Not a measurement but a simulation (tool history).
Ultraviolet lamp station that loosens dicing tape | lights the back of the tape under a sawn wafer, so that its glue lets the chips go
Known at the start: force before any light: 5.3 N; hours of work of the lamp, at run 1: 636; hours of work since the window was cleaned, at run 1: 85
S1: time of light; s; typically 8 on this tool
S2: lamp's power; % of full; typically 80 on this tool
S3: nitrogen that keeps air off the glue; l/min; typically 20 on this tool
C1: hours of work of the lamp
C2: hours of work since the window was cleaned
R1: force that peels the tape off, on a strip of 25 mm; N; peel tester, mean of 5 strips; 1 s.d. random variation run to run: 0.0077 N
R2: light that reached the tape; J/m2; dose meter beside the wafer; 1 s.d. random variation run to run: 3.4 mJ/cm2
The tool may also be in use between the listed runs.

run     day  S1   S2  S3    C1   C2     R1    R2
  1   0.000   8   80  20   636   85  0.399  4150
  2   1.267   8   80  20   653  101  0.402  4110
  3   3.242   8   80  20   679  127  0.418  4060
  4   4.796   8   80  20   699  148  0.441  3910
  5   6.175   8   80  20   717  166  0.453  3880
  6   8.654   9   80  20   749  198  0.395  4190
      9.500  -- window cleaned of glue's vapour
  7  10.062   7   80  20   767    7  0.500  3670
  8  12.462   8   80  20   799   39  0.407  4100
  9  14.867  11   80  20   830   70  0.302  5430
 10  17.079   8   80  20   859   99  0.464  3840
 11  20.150   8   80  20   899  139  0.489  3720
 12  22.633   8   80  20   932  172  0.488  3590
 13  23.992   8   80  20   949  189  0.508  3520
     25.454  -- window cleaned of glue's vapour
 14  25.942   8   80  13   975    6  0.552  3980
 15  28.058   8   75  20  1002   34  0.521  3610
 16  30.925   8   80  20  1040   71  0.463  3810
 17  32.929   8   80  20  1066   98  0.487  3650
 18  35.521   8   80  20  1100  131  0.542  3550
 19  37.558   8   80  20  1126  158  0.538  3440
 20  40.088   8   80  20  1159  191  0.597  3340
     41.538  -- window cleaned of glue's vapour
 21  41.571   8   80  20  1179    0  0.502  3690
 22  43.508   8   80  20  1204   26  0.517  3540
 23  45.121   8   80  20  1225   47  0.518  3450
 24  47.642   8   80  20  1258   80  0.557  3420
 25  49.317   8   80   9  1280  102  0.851  3330
 26  51.279   8   62  30  1305  127  0.778  2450
 27  53.804  16   62  11  1338  160  0.411  4900
 28  55.838  16  100  11  1365  187  0.259  7650
     57.608  -- window cleaned of glue's vapour
 29  58.825   5   80  20  1404   16  1.160  2070
 30  60.792  13   62  12  1429   42  0.520  4080
 31  62.575  13   80  20  1453   65  0.303  5140
 32  65.667   8   63  20  1493  105  0.972  2450
 33  67.125   8   60  23  1512  124  0.977  2280
 34  69.775   8   60  23  1547  159  1.092  2150
 35  71.871   8   80  33  1574  186  0.626  2790
 36  73.400  12   80   6  1594  206  0.736  4110
     73.788  -- window cleaned of glue's vapour
 37  74.908   4   92  18  1614   15  1.468  1740
 38  76.204   8   99  14  1631   32  0.556  3770
 39  78.329  14   69  12  1658   59  0.467  4440
     80.000  -- lamp changed
 40  80.738  11   66  20    10   90  0.270  5640
 41  82.079  11   66  20    27  108  0.296  5550
 42  84.175   9   89  10    55  135  0.325  5940
 43  86.642   9   89  10    87  167  0.331  5860

Alternative continuations, all from the tool just after run 43; predict every row:
  A  89.471   8  89  10  124  204   ?   ?
  B  89.471   7  63  20  124  204   ?   ?
  C  89.471  16  83  12  124  204   ?   ?
  D  89.471   7  61  10  124  204   ?   ?

run     R1    R2
  A  0.396  4970
  B  0.657  3140
  C  0.252  9350
  D  0.928  3010
Without the tool's hidden state the same runs would have given:
run     R1     R2
  A  0.310   5950
  B  0.494   3750
  C  0.247  11200
  D  0.700   3600
